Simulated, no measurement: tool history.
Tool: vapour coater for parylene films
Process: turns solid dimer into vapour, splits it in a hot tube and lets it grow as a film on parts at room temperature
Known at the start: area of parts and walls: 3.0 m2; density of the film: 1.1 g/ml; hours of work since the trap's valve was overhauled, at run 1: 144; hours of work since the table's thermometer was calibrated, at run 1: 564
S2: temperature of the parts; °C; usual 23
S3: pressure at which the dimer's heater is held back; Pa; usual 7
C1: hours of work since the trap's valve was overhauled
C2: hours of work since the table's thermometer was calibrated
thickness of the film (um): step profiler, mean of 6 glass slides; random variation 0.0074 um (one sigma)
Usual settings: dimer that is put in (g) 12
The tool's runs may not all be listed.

{"run": 1, "hour": 0.0, "dimer that is put in (g)": 12, "S2": 23, "S3": 7, "C1": 144, "C2": 564, "thickness of the film (um)": 2.235}
{"run": 2, "hour": 18.1, "dimer that is put in (g)": 12, "S2": 23, "S3": 7, "C1": 160, "C2": 579, "thickness of the film (um)": 2.226}
{"run": 3, "hour": 40.0, "dimer that is put in (g)": 12, "S2": 23, "S3": 7, "C1": 178, "C2": 598, "thickness of the film (um)": 2.216}
{"run": 4, "hour": 53.9, "dimer that is put in (g)": 12, "S2": 23, "S3": 7, "C1": 190, "C2": 610, "thickness of the film (um)": 2.223}
{"run": 5, "hour": 75.8, "dimer that is put in (g)": 12, "S2": 23, "S3": 7, "C1": 209, "C2": 629, "thickness of the film (um)": 2.224}
{"hour": 97.0, "done": "trap's valve overhauled"}
{"run": 6, "hour": 101.4, "dimer that is put in (g)": 12, "S2": 23, "S3": 7, "C1": 4, "C2": 647, "thickness of the film (um)": 2.228}
{"run": 7, "hour": 115.9, "dimer that is put in (g)": 12, "S2": 23, "S3": 7, "C1": 16, "C2": 660, "thickness of the film (um)": 2.219}
{"run": 8, "hour": 126.3, "dimer that is put in (g)": 12, "S2": 23, "S3": 7, "C1": 25, "C2": 669, "thickness of the film (um)": 2.245}
{"run": 9, "hour": 147.9, "dimer that is put in (g)": 12, "S2": 23, "S3": 7, "C1": 44, "C2": 687, "thickness of the film (um)": 2.238}
{"run": 10, "hour": 172.2, "dimer that is put in (g)": 5, "S2": 23, "S3": 7, "C1": 64, "C2": 708, "thickness of the film (um)": 0.934}
{"run": 11, "hour": 190.2, "dimer that is put in (g)": 7, "S2": 23, "S3": 7, "C1": 80, "C2": 723, "thickness of the film (um)": 1.302}
{"run": 12, "hour": 203.9, "dimer that is put in (g)": 7, "S2": 23, "S3": 7, "C1": 92, "C2": 735, "thickness of the film (um)": 1.294}
{"run": 13, "hour": 225.2, "dimer that is put in (g)": 7, "S2": 23, "S3": 7, "C1": 110, "C2": 753, "thickness of the film (um)": 1.308}
{"run": 14, "hour": 242.4, "dimer that is put in (g)": 7, "S2": 23, "S3": 7, "C1": 125, "C2": 768, "thickness of the film (um)": 1.306}
{"run": 15, "hour": 253.5, "dimer that is put in (g)": 12, "S2": 23, "S3": 7, "C1": 134, "C2": 778, "thickness of the film (um)": 2.24}
{"run": 16, "hour": 275.1, "dimer that is put in (g)": 7, "S2": 23, "S3": 2.48, "C1": 153, "C2": 796, "thickness of the film (um)": 1.628}
{"run": 17, "hour": 290.4, "dimer that is put in (g)": 11, "S2": 21, "S3": 2.29, "C1": 166, "C2": 809, "thickness of the film (um)": 2.793}
{"run": 18, "hour": 301.4, "dimer that is put in (g)": 17, "S2": 18, "S3": 2.13, "C1": 175, "C2": 819, "thickness of the film (um)": 4.891}
{"run": 19, "hour": 316.9, "dimer that is put in (g)": 16, "S2": 19, "S3": 2.13, "C1": 189, "C2": 832, "thickness of the film (um)": 4.443}
{"run": 20, "hour": 335.6, "dimer that is put in (g)": 12, "S2": 19, "S3": 2.53, "C1": 205, "C2": 848, "thickness of the film (um)": 3.226}
{"run": 21, "hour": 347.9, "dimer that is put in (g)": 8, "S2": 28, "S3": 2.53, "C1": 215, "C2": 859, "thickness of the film (um)": 1.547}
{"hour": 361.9, "done": "trap's valve overhauled"}
{"run": 22, "hour": 372.4, "dimer that is put in (g)": 8, "S2": 28, "S3": 2.53, "C1": 9, "C2": 876, "thickness of the film (um)": 1.543}
{"run": 23, "hour": 397.1, "dimer that is put in (g)": 7, "S2": 32, "S3": 9.6, "C1": 30, "C2": 897, "thickness of the film (um)": 0.875}
{"run": 24, "hour": 418.9, "dimer that is put in (g)": 7, "S2": 32, "S3": 9.6, "C1": 49, "C2": 916, "thickness of the film (um)": 0.874}
{"run": 25, "hour": 442.8, "dimer that is put in (g)": 7, "S2": 32, "S3": 9.6, "C1": 69, "C2": 937, "thickness of the film (um)": 0.872}
{"run": 26, "hour": 457.9, "dimer that is put in (g)": 12, "S2": 28, "S3": 2.34, "C1": 82, "C2": 950, "thickness of the film (um)": 2.355}
{"run": 27, "hour": 479.9, "dimer that is put in (g)": 11, "S2": 25, "S3": 4.51, "C1": 101, "C2": 968, "thickness of the film (um)": 2.078}
{"run": 28, "hour": 498.2, "dimer that is put in (g)": 6, "S2": 25, "S3": 4.51, "C1": 117, "C2": 984, "thickness of the film (um)": 1.138}
{"run": 29, "hour": 514.2, "dimer that is put in (g)": 8, "S2": 27, "S3": 11.84, "C1": 131, "C2": 998, "thickness of the film (um)": 1.131}
{"run": 30, "hour": 535.0, "dimer that is put in (g)": 19, "S2": 27, "S3": 3.21, "C1": 148, "C2": 1016, "thickness of the film (um)": 3.588}

4 ways to go on from here, each from the tool as it stands after run 30. What would each give?
{"run": "A", "hour": 558.8, "dimer that is put in (g)": 11, "S2": 26, "S3": 7, "C1": 169, "C2": 1036, "thickness of the film (um)": "?"}
{"run": "B", "hour": 558.8, "dimer that is put in (g)": 12, "S2": 24, "S3": 2.12, "C1": 169, "C2": 1036, "thickness of the film (um)": "?"}
{"run": "C", "hour": 558.8, "dimer that is put in (g)": 7, "S2": 34, "S3": 10.9, "C1": 169, "C2": 1036, "thickness of the film (um)": "?"}
{"run": "D", "hour": 558.8, "dimer that is put in (g)": 6, "S2": 27, "S3": 2.12, "C1": 169, "C2": 1036, "thickness of the film (um)": "?"}

run=A thickness_of_the_film_(um)=1.807
run=B thickness_of_the_film_(um)=2.762
run=C thickness_of_the_film_(um)=0.777
run=D thickness_of_the_film_(um)=1.242
Without the tool's hidden state the same runs would have given:
run=A thickness_of_the_film_(um)=1.835
run=B thickness_of_the_film_(um)=2.805
run=C thickness_of_the_film_(um)=0.789
run=D thickness_of_the_film_(um)=1.262
